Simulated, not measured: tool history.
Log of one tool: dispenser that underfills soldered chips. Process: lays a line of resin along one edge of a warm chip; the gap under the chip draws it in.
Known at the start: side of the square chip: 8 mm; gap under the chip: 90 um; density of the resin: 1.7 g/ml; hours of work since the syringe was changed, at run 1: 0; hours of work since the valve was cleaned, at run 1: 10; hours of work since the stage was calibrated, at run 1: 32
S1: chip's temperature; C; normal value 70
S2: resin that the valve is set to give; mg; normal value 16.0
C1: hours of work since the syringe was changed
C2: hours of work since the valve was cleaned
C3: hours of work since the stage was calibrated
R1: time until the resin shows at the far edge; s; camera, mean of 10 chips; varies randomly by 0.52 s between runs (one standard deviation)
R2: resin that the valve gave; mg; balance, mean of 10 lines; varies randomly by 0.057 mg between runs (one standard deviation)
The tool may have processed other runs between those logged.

run	hour	S1	S2	C1	C2	C3	R1	R2
1	0.0	70	16.0	0	10	32	43.2	15.85
2	2.0	70	16.0	1	11	33	47.3	15.83
3	5.8	70	16.0	4	14	36	59.2	15.80
4	7.9	70	16.0	5	15	37	69.1	15.82
5	12.5	70	16.0	8	18	40	88.5	15.74
# hour 15.2: new syringe of resin
6	16.8	70	16.5	1	21	43	45.5	16.23
7	20.4	70	16.5	3	24	45	57.2	16.14
8	25.1	70	16.5	7	27	49	73.9	16.13
9	29.1	76	16.5	9	29	51	78.0	16.18
# hour 30.7: new syringe of resin
10	32.0	70	16.0	1	31	53	46.1	15.60
11	34.0	70	16.0	2	32	54	50.7	15.51
12	37.7	75	16.0	5	35	57	53.1	15.61
13	40.7	75	16.0	7	37	59	65.5	15.50
14	45.1	75	16.0	10	40	62	83.5	15.49
# hour 46.0: new syringe of resin
# hour 47.0: dispensing valve cleaned and set on the balance
15	48.9	70	16.0	1	1	63	45.6	15.91
16	52.2	58	16.0	3	3	66	83.0	16.01
17	55.9	58	16.0	6	6	68	100.4	15.85
18	58.3	58	16.0	8	8	70	120.0	15.95
19	61.0	70	16.0	9	9	72	93.6	15.85
# hour 62.2: new syringe of resin
20	63.4	70	17.0	1	11	73	43.2	16.97
21	66.3	70	17.0	3	13	75	52.1	16.85
22	70.7	70	17.0	6	16	78	66.7	16.77
23	73.6	69	18.9	8	18	80	80.0	18.59
24	77.0	63	18.3	10	20	82	119.9	18.02
# hour 77.6: new syringe of resin
25	80.1	63	18.3	2	22	84	60.0	18.06
26	83.6	84	17.5	4	24	86	38.0	17.27
27	86.0	65	17.7	6	26	88	78.3	17.43
28	89.4	73	13.6	8	28	90	77.8	13.37
# hour 92.9: new syringe of resin
29	93.6	84	16.0	0	31	93	28.7	15.59
30	98.3	84	20.0	4	34	96	36.6	19.59
31	102.5	61	15.8	6	37	99	95.8	15.38
32	106.4	56	15.8	9	39	101	144.1	15.36
# hour 108.4: new syringe of resin
# hour 109.4: dispensing valve cleaned and set on the balance
33	110.3	56	15.8	1	1	103	68.6	15.70
34	114.2	69	17.0	3	3	106	56.8	17.10
35	118.5	67	16.3	6	6	109	77.3	16.23
36	120.9	69	16.4	8	8	110	86.2	16.42

The next listed run, before its measurement:
37	123.6	58	14.2	10	10	112	?	?

R1: 141.6 s
R2: 14.06 mg
With the hidden condition absent and the run-to-run variation left alone, this run would have shown R1 62.8 s, R2 14.12 mg.
